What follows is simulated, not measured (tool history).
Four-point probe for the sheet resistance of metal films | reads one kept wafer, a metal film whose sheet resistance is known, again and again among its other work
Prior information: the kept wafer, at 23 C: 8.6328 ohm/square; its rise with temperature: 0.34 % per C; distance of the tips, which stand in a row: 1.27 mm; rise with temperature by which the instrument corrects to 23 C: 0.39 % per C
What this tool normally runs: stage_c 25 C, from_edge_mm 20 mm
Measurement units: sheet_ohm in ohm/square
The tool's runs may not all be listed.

run 1 hour=0.0 | stage_c=25 from_edge_mm=20 | sheet_ohm=8.686871
run 2 hour=33.7 | stage_c=25 from_edge_mm=20 | sheet_ohm=8.690557
run 3 hour=64.3 | stage_c=25 from_edge_mm=20 | sheet_ohm=8.690289
run 4 hour=102.5 | stage_c=25 from_edge_mm=38 | sheet_ohm=8.675492
run 5 hour=141.8 | stage_c=25 from_edge_mm=38 | sheet_ohm=8.679134
run 6 hour=169.9 | stage_c=25 from_edge_mm=38 | sheet_ohm=8.683045
run 7 hour=204.6 | stage_c=25 from_edge_mm=38 | sheet_ohm=8.681243
run 8 hour=241.9 | stage_c=25 from_edge_mm=38 | sheet_ohm=8.683404
run 9 hour=273.9 | stage_c=25 from_edge_mm=38 | sheet_ohm=8.679729
run 10 hour=291.6 | stage_c=25 from_edge_mm=38 | sheet_ohm=8.684632
run 11 hour=322.8 | stage_c=25 from_edge_mm=20 | sheet_ohm=8.695593
run 12 hour=360.5 | stage_c=25 from_edge_mm=20 | sheet_ohm=8.697571
run 13 hour=387.4 | stage_c=29 from_edge_mm=20 | sheet_ohm=8.680440
run 14 hour=408.5 | stage_c=29 from_edge_mm=20 | sheet_ohm=8.682228
run 15 hour=441.5 | stage_c=29 from_edge_mm=20 | sheet_ohm=8.684000
run 16 hour=478.9 | stage_c=29 from_edge_mm=20 | sheet_ohm=8.683662
run 17 hour=516.1 | stage_c=25 from_edge_mm=20 | sheet_ohm=8.705461
run 18 hour=539.5 | stage_c=25 from_edge_mm=20 | sheet_ohm=8.706870
run 19 hour=570.2 | stage_c=22 from_edge_mm=20 | sheet_ohm=8.722761
run 20 hour=607.6 | stage_c=25 from_edge_mm=20 | sheet_ohm=8.711348
run 21 hour=641.6 | stage_c=26 from_edge_mm=20 | sheet_ohm=8.706148
run 22 hour=670.4 | stage_c=26 from_edge_mm=20 | sheet_ohm=8.704422
run 23 hour=707.1 | stage_c=30 from_edge_mm=17 | sheet_ohm=8.696957
run 24 hour=747.9 | stage_c=20 from_edge_mm=27 | sheet_ohm=8.729358
run 25 hour=788.5 | stage_c=25 from_edge_mm=12 | sheet_ohm=8.749408
run 26 hour=822.3 | stage_c=24 from_edge_mm=63 | sheet_ohm=8.705128
run 27 hour=860.0 | stage_c=24 from_edge_mm=63 | sheet_ohm=8.706691
run 28 hour=892.2 | stage_c=24 from_edge_mm=63 | sheet_ohm=8.706033
run 29 hour=918.1 | stage_c=28 from_edge_mm=71 | sheet_ohm=8.687102
run 30 hour=939.3 | stage_c=30 from_edge_mm=3 | sheet_ohm=9.435808
run 31 hour=964.2 | stage_c=30 from_edge_mm=3 | sheet_ohm=9.435462
run 32 hour=1001.9 | stage_c=31 from_edge_mm=3 | sheet_ohm=9.432408
run 33 hour=1043.9 | stage_c=19 from_edge_mm=4 | sheet_ohm=9.183104
run 34 hour=1063.4 | stage_c=27 from_edge_mm=58 | sheet_ohm=8.698887
run 35 hour=1089.0 | stage_c=27 from_edge_mm=58 | sheet_ohm=8.700680
run 36 hour=1117.5 | stage_c=27 from_edge_mm=58 | sheet_ohm=8.703016
run 37 hour=1158.5 | stage_c=27 from_edge_mm=58 | sheet_ohm=8.704939
run 38 hour=1181.2 | stage_c=27 from_edge_mm=58 | sheet_ohm=8.704088
run 39 hour=1215.6 | stage_c=21 from_edge_mm=23 | sheet_ohm=8.746030
run 40 hour=1251.9 | stage_c=25 from_edge_mm=14 | sheet_ohm=8.750237
run 41 hour=1280.1 | stage_c=27 from_edge_mm=4 | sheet_ohm=9.152086
run 42 hour=1307.5 | stage_c=27 from_edge_mm=4 | sheet_ohm=9.149752
run 43 hour=1331.9 | stage_c=27 from_edge_mm=4 | sheet_ohm=9.150650
run 44 hour=1355.7 | stage_c=26 from_edge_mm=22 | sheet_ohm=8.727757

Consider 3 possible next runs. They are alternatives, not a sequence: every one starts from the tool as it was left by run 44. What does each give?
run A hour=1377.3 | stage_c=33 from_edge_mm=13 | sheet_ohm=?
run B hour=1377.3 | stage_c=31 from_edge_mm=56 | sheet_ohm=?
run C hour=1377.3 | stage_c=26 from_edge_mm=31 | sheet_ohm=?

run=A sheet_ohm=8.727818
run=B sheet_ohm=8.693189
run=C sheet_ohm=8.722340
Without the tool's hidden state the same runs would have given:
run=A sheet_ohm=8.633636
run=B sheet_ohm=8.599222
run=C sheet_ohm=8.627724

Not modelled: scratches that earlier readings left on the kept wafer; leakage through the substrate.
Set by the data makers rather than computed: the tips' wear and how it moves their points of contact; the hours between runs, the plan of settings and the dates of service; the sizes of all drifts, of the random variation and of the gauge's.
